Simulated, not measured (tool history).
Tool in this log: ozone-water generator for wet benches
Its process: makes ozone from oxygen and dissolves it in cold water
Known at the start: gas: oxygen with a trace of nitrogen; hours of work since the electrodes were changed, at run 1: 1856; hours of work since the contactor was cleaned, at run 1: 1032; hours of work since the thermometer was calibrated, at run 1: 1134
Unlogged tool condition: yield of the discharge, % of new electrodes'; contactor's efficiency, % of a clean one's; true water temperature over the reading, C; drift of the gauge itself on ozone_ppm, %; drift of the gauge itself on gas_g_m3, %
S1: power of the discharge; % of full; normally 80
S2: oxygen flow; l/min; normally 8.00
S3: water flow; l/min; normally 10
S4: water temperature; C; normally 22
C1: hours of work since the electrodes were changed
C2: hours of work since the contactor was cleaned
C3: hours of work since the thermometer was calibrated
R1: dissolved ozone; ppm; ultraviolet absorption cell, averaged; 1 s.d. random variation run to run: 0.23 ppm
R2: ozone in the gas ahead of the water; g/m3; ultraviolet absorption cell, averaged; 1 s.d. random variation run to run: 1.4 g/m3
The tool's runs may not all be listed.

run	hour	S1	S2	S3	S4	C1	C2	C3	R1	R2
1	0.0	80	8.00	10	22	1856	1032	1134	33.2	243.8
2	49.3	43	8.00	10	22	1897	1073	1175	21.6	159.4
3	112.4	43	8.00	10	22	1949	1125	1227	21.9	160.0
4	177.8	43	8.00	10	22	2003	1179	1281	21.5	160.6
5	214.1	43	8.00	10	22	2033	1209	1311	21.4	161.6
6	280.1	43	8.00	10	22	2087	1263	1365	21.6	158.5
7	343.0	43	8.00	10	22	2139	1315	1417	21.6	159.8
8	379.5	43	8.00	10	22	2169	1345	1447	21.5	159.4
9	429.7	43	8.00	10	22	2210	1386	1488	21.5	157.7
10	456.9	43	8.00	10	22	2233	1409	1511	21.2	160.0
11	519.3	43	8.00	10	22	2284	1460	1562	21.7	160.3
12	565.6	80	8.00	10	22	2322	1498	1600	32.6	241.3
13	605.2	80	8.00	10	22	2355	1531	1633	32.3	240.8
14	637.8	80	8.00	10	22	2382	1558	1660	32.6	241.8
15	672.4	80	8.00	10	22	2410	1586	1688	32.8	238.8
16	732.8	80	8.00	10	22	2460	1636	1738	32.4	239.1
17	762.0	80	8.00	10	22	2484	1660	1762	32.6	242.1
18	821.2	77	7.22	10	24	2533	1709	1811	30.3	241.3
19	858.9	77	7.22	10	24	2564	1740	1842	30.3	241.1
20	909.6	80	8.14	10	28	2606	1782	1884	27.4	238.5
21	970.3	65	8.00	10	15	2656	1832	1934	32.8	207.8
22	1002.3	65	8.00	10	15	2682	1858	1960	33.2	207.5
23	1065.1	80	8.00	9	22	2734	1910	2012	34.5	236.4
24	1123.9	80	8.00	9	22	2782	1958	2060	34.1	236.4
25	1182.1	61	8.00	10	22	2830	2006	2108	26.9	199.1
26	1240.4	81	7.59	10	22	2878	2054	2157	32.1	244.4
27	1291.6	80	13.90	10	22	2921	2097	2199	30.2	200.6
28	1322.0	67	4.70	10	22	2946	2122	2224	28.6	249.7
29	1354.2	80	8.00	11	22	2972	2148	2250	29.5	235.0
30	1397.3	80	8.00	11	29	3008	2184	2286	25.1	236.6
31	1442.1	75	9.51	10	20	3045	2221	2323	31.5	214.9
32	1506.1	80	10.49	9	15	3097	2273	2375	39.8	217.1

What if the next run were any one of these 3? Each begins from the tool's condition after run 32:
A	1546.7	80	10.21	8	18	3131	2307	2409	?	?
B	1546.7	80	14.31	10	15	3131	2307	2409	?	?
C	1546.7	80	8.00	10	22	3131	2307	2409	?	?

run	R1	R2
A	39.1	219.3
B	35.6	194.6
C	31.5	235.0
Had the tool no hidden state, the same runs would have come out as:
run	R1	R2
A	42.9	236.0
B	39.2	209.4
C	34.7	252.9
